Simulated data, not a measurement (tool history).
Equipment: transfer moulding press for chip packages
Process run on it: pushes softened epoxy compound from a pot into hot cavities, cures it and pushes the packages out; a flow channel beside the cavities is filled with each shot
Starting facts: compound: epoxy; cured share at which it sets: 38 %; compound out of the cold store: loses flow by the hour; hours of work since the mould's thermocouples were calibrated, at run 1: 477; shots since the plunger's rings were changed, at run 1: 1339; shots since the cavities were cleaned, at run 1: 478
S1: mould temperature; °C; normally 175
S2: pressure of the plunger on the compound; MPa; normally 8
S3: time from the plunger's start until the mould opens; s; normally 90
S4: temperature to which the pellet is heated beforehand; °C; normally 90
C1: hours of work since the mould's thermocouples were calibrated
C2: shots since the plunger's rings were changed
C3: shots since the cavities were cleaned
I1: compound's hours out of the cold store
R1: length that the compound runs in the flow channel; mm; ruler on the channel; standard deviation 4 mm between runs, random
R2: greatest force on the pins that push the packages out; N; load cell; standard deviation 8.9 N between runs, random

run     day   S1    S2   S3  S4   C1    C2   C3    I1    R1   R2
  1       0  175     8   90  90  477  1339  478  27.2   898  605
      0.788  -- cavities cleaned with cleaning compound and waxed
      2.758  -- cavities cleaned with cleaning compound and waxed
  2   2.779  175     8  125  90  524  2347    9  44.9   827  308
      4.683  -- plunger's sealing rings changed
      4.746  -- cavities cleaned with cleaning compound and waxed
  3   6.221  175     8   90  87  582   560  560  37.6   875  602
      6.742  -- cavities cleaned with cleaning compound and waxed
      8.042  -- mould's thermocouples calibrated
      8.925  -- cavities cleaned with cleaning compound and waxed
  4   8.938  175     8   90  87   15  1512    4  45.2   840  400
     10.917  -- cavities cleaned with cleaning compound and waxed
  5  11.092  175     8   75  90   52  2306   67  45.4   829  647
     12.858  -- cavities cleaned with cleaning compound and waxed
     13.267  -- plunger's sealing rings changed
  6  14.154  175  6.42   75  90  102   337  452  43.9   765  811
     15.004  -- cavities cleaned with cleaning compound and waxed
  7    16.6  175  8.29   90  90  144  1242  606  25.7   915  608
     16.921  -- cavities cleaned with cleaning compound and waxed
     18.875  -- cavities cleaned with cleaning compound and waxed
  8  18.892  175  8.29   90  90  183  2064    6  25.6   903  446
     20.846  -- cavities cleaned with cleaning compound and waxed
     21.671  -- plunger's sealing rings changed
  9  21.829  175  8.29   90  90  231    60  334  45.3   874  519
     22.983  -- cavities cleaned with cleaning compound and waxed
 10  23.633  175  8.29   90  90  262   721  246     9   978  536
     24.942  -- cavities cleaned with cleaning compound and waxed
 11  26.333  175  7.39   90  90  308  1721  527  23.9   860  607
     26.858  -- cavities cleaned with cleaning compound and waxed
     28.896  -- cavities cleaned with cleaning compound and waxed
 12  28.896  175  7.39   90  90  351  2647    0  35.5   825  422
     29.954  -- plunger's sealing rings changed
     31.108  -- cavities cleaned with cleaning compound and waxed
 13  32.158  175  7.39   90  90  406   813  398  34.3   847  584
     33.038  -- cavities cleaned with cleaning compound and waxed
     34.933  -- cavities cleaned with cleaning compound and waxed
 14  36.012  175  9.67   90  90  471  2229  409  11.4  1016  604
     36.892  -- cavities cleaned with cleaning compound and waxed
     38.358  -- plunger's sealing rings changed
 15  38.754  175  9.67   90  90  517   150  668  32.6   994  645
     39.075  -- cavities cleaned with cleaning compound and waxed
      41.05  -- cavities cleaned with cleaning compound and waxed
 16  41.267  175  9.67   90  90  559  1056   82  47.3   921  479
     42.996  -- cavities cleaned with cleaning compound and waxed
 17  44.221  175  9.67   90  90  610  2155  465  19.6  1001  624
      44.65  -- mould's thermocouples calibrated
     45.017  -- cavities cleaned with cleaning compound and waxed
     46.692  -- plunger's sealing rings changed
     47.012  -- cavities cleaned with cleaning compound and waxed
 18  48.196  176     8   90  97   58   547  449  12.9   943  520
     49.058  -- cavities cleaned with cleaning compound and waxed
 19  50.662  175  6.92   90  97  101  1460  608  36.7   789  552
     51.054  -- cavities cleaned with cleaning compound and waxed
 20  52.688  175  6.92   90  97  135  2204  620   9.4   861  608
         53  -- cavities cleaned with cleaning compound and waxed
 21  54.725  168     8   90  90  170  2954  654  34.4   874  953
     55.004  -- plunger's sealing rings changed
     55.067  -- cavities cleaned with cleaning compound and waxed
 22  56.546  175  9.73  121  90  199   561  561  11.4  1051  433
     57.083  -- cavities cleaned with cleaning compound and waxed
 23  58.771  175  9.07   90  90  237  1382  640  25.6   953  612
     59.188  -- cavities cleaned with cleaning compound and waxed
 24  60.762  175  9.84   90  90  271  2114  598  32.8   959  591
     61.146  -- cavities cleaned with cleaning compound and waxed
     63.192  -- plunger's sealing rings changed
     63.254  -- cavities cleaned with cleaning compound and waxed
 25  64.646  172     8   90  99  335   527  527  33.7   902  679

Difference, measured minus no-hidden-state, one row per run. Run-to-run variation is common to both terms; the gauge's own scatter need not be:
What the log doesn't record here: true mould temperature over the reading, C; pressure that reaches the compound, % of what is set; grip of the stained cavities, % over clean ones'; drift of the gauge itself on flow_mm, %; drift of the gauge itself on push_out_n, %.
run   R1    R2
  1  -17  +211
  2  -32   +21
  3   -2  +221
  4  -25    +2
  5  -36   +73
  6   -4  +231
  7  -19  +196
  8  -31   +14
  9   -1  +140
 10  -11  +124
 11  -23  +200
 12  -36   +24
 13  -10  +184
 14  -38  +197
 15   +1  +242
 16  -15   +84
 17  -35  +220
 18  -13  +137
 19  -25  +174
 20  -40  +199
 21  -54  +301
 22  -10  +137
 23  -25  +201
 24  -38  +196
 25   -6  +221
